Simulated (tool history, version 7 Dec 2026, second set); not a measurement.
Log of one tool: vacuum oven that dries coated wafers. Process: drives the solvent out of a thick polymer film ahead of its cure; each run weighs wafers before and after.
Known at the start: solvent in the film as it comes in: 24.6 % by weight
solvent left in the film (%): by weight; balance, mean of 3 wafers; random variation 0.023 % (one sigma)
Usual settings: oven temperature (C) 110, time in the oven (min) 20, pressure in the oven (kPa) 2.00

Run 1, day 0.000: usual settings. Result: solvent left in the film (%) 2.31.
Run 2, day 0.425: usual settings but time in the oven (min) 11. Result: solvent left in the film (%) 5.40.
Run 3, day 1.162: usual settings but pressure in the oven (kPa) 1.49. Result: solvent left in the film (%) 2.06.
Run 4, day 1.833: usual settings but pressure in the oven (kPa) 5.59. Result: solvent left in the film (%) 3.92.
Run 5, day 2.188: usual settings but pressure in the oven (kPa) 5.59. Result: solvent left in the film (%) 3.90.
Run 6, day 2.617: usual settings. Result: solvent left in the film (%) 2.28.
Run 7, day 2.996: usual settings. Result: solvent left in the film (%) 2.33.
Run 8, day 3.375: usual settings. Result: solvent left in the film (%) 2.28.
Run 9, day 4.012: usual settings but oven temperature (C) 117. Result: solvent left in the film (%) 1.27.
Run 10, day 4.808: usual settings but time in the oven (min) 14. Result: solvent left in the film (%) 3.93.
Run 11, day 5.288: usual settings but time in the oven (min) 14. Result: solvent left in the film (%) 3.91.
Run 12, day 6.129: usual settings but oven temperature (C) 123. Result: solvent left in the film (%) 0.82.
Run 13, day 6.812: usual settings but time in the oven (min) 12. Result: solvent left in the film (%) 4.82.
At day 6.933: oven's thermocouples calibrated.
Run 14, day 7.621: usual settings but time in the oven (min) 12. Result: solvent left in the film (%) 4.75.
Run 15, day 8.029: usual settings but oven temperature (C) 122, time in the oven (min) 12, pressure in the oven (kPa) 5.17. Result: solvent left in the film (%) 2.94.
Run 16, day 8.733: usual settings but oven temperature (C) 122, time in the oven (min) 23, pressure in the oven (kPa) 5.17. Result: solvent left in the film (%) 1.74.
Run 17, day 9.562: usual settings but time in the oven (min) 10. Result: solvent left in the film (%) 5.86.
At day 9.900: oven's thermocouples calibrated, once more.
Run 18, day 10.488: usual settings but oven temperature (C) 100, time in the oven (min) 16. Result: solvent left in the film (%) 6.60.
Run 19, day 11.208: usual settings but oven temperature (C) 100, time in the oven (min) 16. Result: solvent left in the film (%) 6.66.
Run 20, day 11.808: usual settings but oven temperature (C) 119, pressure in the oven (kPa) 4.97. Result: solvent left in the film (%) 2.32.
Run 21, day 12.362: usual settings but oven temperature (C) 119, pressure in the oven (kPa) 4.97. Result: solvent left in the film (%) 2.37.
Run 22, day 12.983: usual settings but time in the oven (min) 26, pressure in the oven (kPa) 3.65. Result: solvent left in the film (%) 2.56.
Run 23, day 13.429: usual settings but oven temperature (C) 111, time in the oven (min) 11, pressure in the oven (kPa) 3.65. Result: solvent left in the film (%) 6.19.

Forecast each of these 5 alternatives for the next run:
Run A, day 14.196: usual settings but oven temperature (C) 101. Result: solvent left in the film (%) ?.
Run B, day 14.196: usual settings but pressure in the oven (kPa) 6.38. Result: solvent left in the film (%) ?.
Run C, day 14.196: usual settings but time in the oven (min) 33. Result: solvent left in the film (%) ?.
Run D, day 14.196: usual settings but oven temperature (C) 123, time in the oven (min) 14, pressure in the oven (kPa) 1.91. Result: solvent left in the film (%) ?.
Run E, day 14.196: usual settings but oven temperature (C) 111, time in the oven (min) 19, pressure in the oven (kPa) 4.95. Result: solvent left in the film (%) ?.

run  solvent left in the film (%)
  A                          4.85
  B                          4.65
  C                          1.33
  D                          1.64
  E                          3.93
Without the tool's hidden state the same runs would have given:
run  solvent left in the film (%)
  A                          4.89
  B                          4.67
  C                          1.32
  D                          1.66
  E                          3.96
